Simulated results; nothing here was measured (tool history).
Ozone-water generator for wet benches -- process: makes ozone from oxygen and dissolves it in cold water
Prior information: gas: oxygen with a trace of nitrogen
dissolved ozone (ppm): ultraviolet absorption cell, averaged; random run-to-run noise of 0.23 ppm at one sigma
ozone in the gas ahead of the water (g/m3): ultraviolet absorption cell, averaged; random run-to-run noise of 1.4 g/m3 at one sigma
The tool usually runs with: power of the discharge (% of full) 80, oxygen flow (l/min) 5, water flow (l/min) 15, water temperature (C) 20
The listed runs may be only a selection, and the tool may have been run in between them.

| run | hour | power of the discharge (% of full) | oxygen flow (l/min) | water flow (l/min) | water temperature (C) | dissolved ozone (ppm) | ozone in the gas ahead of the water (g/m3) |
|---|---|---|---|---|---|---|---|
| 1 | 0 | 80 | 5 | 15 | 20 | 31 | 237.9 |
| 2 | 48.4 | 80 | 5 | 15 | 24 | 28.9 | 238.2 |
| 3 | 103.2 | 80 | 5 | 15 | 24 | 28.6 | 238.3 |
|  | 153 | water thermometer calibrated |
| 4 | 173.9 | 80 | 5 | 15 | 20 | 31 | 237.9 |
| 5 | 232.8 | 80 | 5 | 23 | 20 | 22.4 | 232.3 |
| 6 | 311.1 | 80 | 5 | 15 | 20 | 31 | 236.9 |
| 7 | 371.3 | 80 | 5 | 15 | 20 | 30.3 | 234.7 |
| 8 | 425.5 | 80 | 5 | 15 | 20 | 30.6 | 236.5 |
| 9 | 503.8 | 80 | 5 | 15 | 20 | 30.3 | 232.2 |
| 10 | 586.4 | 49 | 5 | 16 | 20 | 22.2 | 178.8 |
| 11 | 660.2 | 49 | 7.57 | 16 | 20 | 22.3 | 149.8 |
| 12 | 741.3 | 42 | 5 | 15 | 23 | 19.9 | 162.6 |
| 13 | 786.9 | 42 | 5 | 15 | 23 | 20 | 163.4 |

4 ways to go on from here, each from the tool as it stands after run 13. What would each give?
| A | 860 | 89 | 3.2 | 15 | 23 | ? | ? |
| B | 860 | 99 | 5 | 15 | 23 | ? | ? |
| C | 860 | 80 | 6.97 | 24 | 20 | ? | ? |
| D | 860 | 42 | 5 | 15 | 21 | ? | ? |

| run | dissolved ozone (ppm) | ozone in the gas ahead of the water (g/m3) |
|---|---|---|
| A | 29.3 | 296.6 |
| B | 32.2 | 261.8 |
| C | 21.9 | 203.2 |
| D | 21 | 163.1 |
With no hidden state in the tool, these same runs would have given:
| run | dissolved ozone (ppm) | ozone in the gas ahead of the water (g/m3) |
|---|---|---|
| A | 33 | 328.8 |
| B | 36.4 | 291.9 |
| C | 24.7 | 224 |
| D | 22.7 | 173.9 |

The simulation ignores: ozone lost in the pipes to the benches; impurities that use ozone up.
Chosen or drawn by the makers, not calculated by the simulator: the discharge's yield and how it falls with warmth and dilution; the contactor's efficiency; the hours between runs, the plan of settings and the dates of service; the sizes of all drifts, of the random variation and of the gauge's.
